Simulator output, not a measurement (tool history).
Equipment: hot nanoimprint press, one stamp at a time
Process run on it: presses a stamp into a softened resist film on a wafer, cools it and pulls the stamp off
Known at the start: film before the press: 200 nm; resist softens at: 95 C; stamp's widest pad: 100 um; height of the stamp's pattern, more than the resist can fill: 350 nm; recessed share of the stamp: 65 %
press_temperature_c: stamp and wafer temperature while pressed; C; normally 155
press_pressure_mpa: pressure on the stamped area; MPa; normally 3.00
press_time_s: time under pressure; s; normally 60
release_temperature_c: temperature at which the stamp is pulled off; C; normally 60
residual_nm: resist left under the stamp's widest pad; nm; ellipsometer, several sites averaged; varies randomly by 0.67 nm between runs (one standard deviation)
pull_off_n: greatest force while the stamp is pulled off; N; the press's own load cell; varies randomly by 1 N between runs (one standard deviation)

run,hour,press_temperature_c,press_pressure_mpa,press_time_s,release_temperature_c,residual_nm,pull_off_n
1,0.0,155,3.00,60,60,82.6,99
2,45.8,155,3.00,60,49,82.2,127
3,78.0,155,3.00,32,60,104.8,104
4,104.6,155,3.00,32,60,104.8,100
5,145.1,155,3.00,32,60,104.7,103
6,178.2,155,3.00,32,60,106.1,105
7,225.6,155,3.00,32,60,106.6,106
8,255.8,155,4.10,60,60,74.1,103
9,293.7,155,2.09,60,60,98.2,107
# hour 300.3: plate thermocouple calibrated
10,332.2,155,2.09,60,60,101.2,110
# hour 349.5: stamp cleaned and given a new release coat
11,378.5,156,2.09,60,60,97.2,101
12,421.6,156,2.18,44,60,107.3,103
# hour 439.1: plate thermocouple calibrated, once more
13,475.8,156,2.18,44,60,96.4,96
14,514.9,156,2.18,44,60,96.5,99
15,554.5,156,2.18,44,60,96.3,98
16,584.0,156,2.18,44,60,95.4,99
17,607.8,154,1.83,89,45,88.0,134
# hour 622.7: press's hydraulic seals changed and the load cell set to zero
18,670.7,154,1.83,89,45,86.7,135

Here are 4 independent what-if runs from the current tool condition. What would each one return?
A,704.4,155,2.22,60,60,?,?
B,704.4,151,2.80,60,60,?,?
C,704.4,160,1.83,89,45,?,?
D,704.4,157,2.20,60,60,?,?

run,residual_nm,pull_off_n
A,88.9,101
B,95.8,103
C,64.7,136
D,80.0,103
Take away the tool's hidden state, keep each run's random variation, and the runs would have read:
run,residual_nm,pull_off_n
A,85.7,95
B,92.2,96
C,62.4,128
D,77.0,96
